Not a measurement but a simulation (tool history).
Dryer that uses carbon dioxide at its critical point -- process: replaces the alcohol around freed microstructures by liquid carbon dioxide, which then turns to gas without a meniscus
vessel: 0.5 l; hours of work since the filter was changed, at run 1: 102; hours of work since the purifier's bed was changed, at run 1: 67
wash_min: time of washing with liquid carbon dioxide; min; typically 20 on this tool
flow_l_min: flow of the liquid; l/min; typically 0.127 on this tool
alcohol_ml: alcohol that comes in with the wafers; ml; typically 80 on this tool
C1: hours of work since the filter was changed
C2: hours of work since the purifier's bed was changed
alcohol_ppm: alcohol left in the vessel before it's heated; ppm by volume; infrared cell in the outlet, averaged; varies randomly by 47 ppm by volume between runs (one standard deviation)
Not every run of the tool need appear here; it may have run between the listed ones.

{"run": 1, "hour": 0.0, "wash_min": 20, "flow_l_min": 0.127, "alcohol_ml": 80, "C1": 102, "C2": 67, "alcohol_ppm": 3374}
{"run": 2, "hour": 9.1, "wash_min": 20, "flow_l_min": 0.127, "alcohol_ml": 80, "C1": 105, "C2": 70, "alcohol_ppm": 3425}
{"run": 3, "hour": 20.5, "wash_min": 20, "flow_l_min": 0.127, "alcohol_ml": 80, "C1": 109, "C2": 74, "alcohol_ppm": 3420}
{"run": 4, "hour": 31.4, "wash_min": 20, "flow_l_min": 0.127, "alcohol_ml": 39, "C1": 113, "C2": 78, "alcohol_ppm": 1703}
{"run": 5, "hour": 41.3, "wash_min": 20, "flow_l_min": 0.127, "alcohol_ml": 39, "C1": 116, "C2": 81, "alcohol_ppm": 1693}
{"run": 6, "hour": 50.1, "wash_min": 20, "flow_l_min": 0.127, "alcohol_ml": 39, "C1": 119, "C2": 84, "alcohol_ppm": 1693}
{"run": 7, "hour": 56.1, "wash_min": 20, "flow_l_min": 0.127, "alcohol_ml": 39, "C1": 121, "C2": 86, "alcohol_ppm": 1707}
{"run": 8, "hour": 66.1, "wash_min": 20, "flow_l_min": 0.127, "alcohol_ml": 80, "C1": 125, "C2": 89, "alcohol_ppm": 3400}
{"run": 9, "hour": 73.8, "wash_min": 20, "flow_l_min": 0.127, "alcohol_ml": 80, "C1": 127, "C2": 92, "alcohol_ppm": 3499}
{"run": 10, "hour": 79.0, "wash_min": 20, "flow_l_min": 0.127, "alcohol_ml": 80, "C1": 129, "C2": 94, "alcohol_ppm": 3547}
{"run": 11, "hour": 87.3, "wash_min": 20, "flow_l_min": 0.127, "alcohol_ml": 99, "C1": 132, "C2": 97, "alcohol_ppm": 4325}
{"run": 12, "hour": 95.5, "wash_min": 20, "flow_l_min": 0.127, "alcohol_ml": 99, "C1": 135, "C2": 100, "alcohol_ppm": 4277}
{"run": 13, "hour": 101.2, "wash_min": 20, "flow_l_min": 0.127, "alcohol_ml": 80, "C1": 137, "C2": 102, "alcohol_ppm": 3482}
{"run": 14, "hour": 109.0, "wash_min": 13, "flow_l_min": 0.127, "alcohol_ml": 80, "C1": 140, "C2": 104, "alcohol_ppm": 13259}
{"run": 15, "hour": 114.4, "wash_min": 13, "flow_l_min": 0.127, "alcohol_ml": 80, "C1": 141, "C2": 106, "alcohol_ppm": 13294}
{"run": 16, "hour": 124.9, "wash_min": 13, "flow_l_min": 0.127, "alcohol_ml": 80, "C1": 145, "C2": 110, "alcohol_ppm": 13135}
{"run": 17, "hour": 129.7, "wash_min": 20, "flow_l_min": 0.127, "alcohol_ml": 76, "C1": 147, "C2": 111, "alcohol_ppm": 3296}
{"run": 18, "hour": 138.3, "wash_min": 30, "flow_l_min": 0.127, "alcohol_ml": 80, "C1": 150, "C2": 114, "alcohol_ppm": 573}
{"run": 19, "hour": 145.5, "wash_min": 30, "flow_l_min": 0.127, "alcohol_ml": 80, "C1": 152, "C2": 117, "alcohol_ppm": 542}
{"run": 20, "hour": 154.3, "wash_min": 30, "flow_l_min": 0.127, "alcohol_ml": 80, "C1": 155, "C2": 120, "alcohol_ppm": 558}
{"run": 21, "hour": 161.4, "wash_min": 13, "flow_l_min": 0.143, "alcohol_ml": 65, "C1": 158, "C2": 122, "alcohol_ppm": 8238}
{"run": 22, "hour": 171.8, "wash_min": 20, "flow_l_min": 0.089, "alcohol_ml": 33, "C1": 161, "C2": 126, "alcohol_ppm": 4306}

Expected results for the next run?
{"run": 23, "hour": 177.7, "wash_min": 20, "flow_l_min": 0.089, "alcohol_ml": 33, "C1": 163, "C2": 128, "alcohol_ppm": "?"}

{"run 23": {"alcohol_ppm": 4370}}
Without the tool's hidden state the same run would have given alcohol_ppm 3985 ppm by volume.

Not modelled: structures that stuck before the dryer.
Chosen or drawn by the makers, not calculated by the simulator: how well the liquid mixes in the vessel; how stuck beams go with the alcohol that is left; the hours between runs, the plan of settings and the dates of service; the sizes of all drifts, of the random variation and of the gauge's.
